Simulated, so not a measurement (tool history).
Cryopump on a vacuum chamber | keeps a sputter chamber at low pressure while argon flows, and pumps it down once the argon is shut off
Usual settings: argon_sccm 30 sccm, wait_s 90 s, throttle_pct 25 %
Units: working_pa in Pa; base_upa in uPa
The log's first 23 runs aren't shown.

| run | hour | argon_sccm | wait_s | throttle_pct | working_pa | base_upa |
|---|---|---|---|---|---|---|
| 24 | 885.7 | 48 | 200 | 25 | 0.2619 | 0.81 |
| 25 | 914.2 | 30 | 76 | 25 | 0.1634 | 1.50 |
| 26 | 962.6 | 28 | 24 | 25 | 0.1531 | 4.09 |
| 27 | 995.4 | 41 | 191 | 25 | 0.2226 | 0.85 |
| 28 | 1042.5 | 53 | 43 | 28 | 0.2592 | 2.43 |
| 29 | 1065.8 | 18 | 90 | 49 | 0.0518 | 1.42 |
| 30 | 1110.8 | 17 | 45 | 25 | 0.0936 | 2.36 |
| 31 | 1153.1 | 14 | 25 | 46 | 0.0435 | 3.91 |
| 32 | 1178.4 | 30 | 90 | 31 | 0.1352 | 1.52 |
| 33 | 1201.9 | 36 | 103 | 45 | 0.1146 | 1.41 |
| 34 | 1250.2 | 13 | 119 | 28 | 0.0645 | 1.31 |

3 ways to go on from here, each from the tool as it stands after run 34. What would each give?
| A | 1275.0 | 56 | 119 | 44 | ? | ? |
| B | 1275.0 | 30 | 36 | 25 | ? | ? |
| C | 1275.0 | 30 | 26 | 28 | ? | ? |

| run | working_pa | base_upa |
|---|---|---|
| A | 0.1818 | 1.38 |
| B | 0.1683 | 2.98 |
| C | 0.1503 | 3.93 |
Without the tool's hidden state the same runs would have given:
| run | working_pa | base_upa |
|---|---|---|
| A | 0.1695 | 0.98 |
| B | 0.1616 | 2.59 |
| C | 0.1437 | 3.54 |
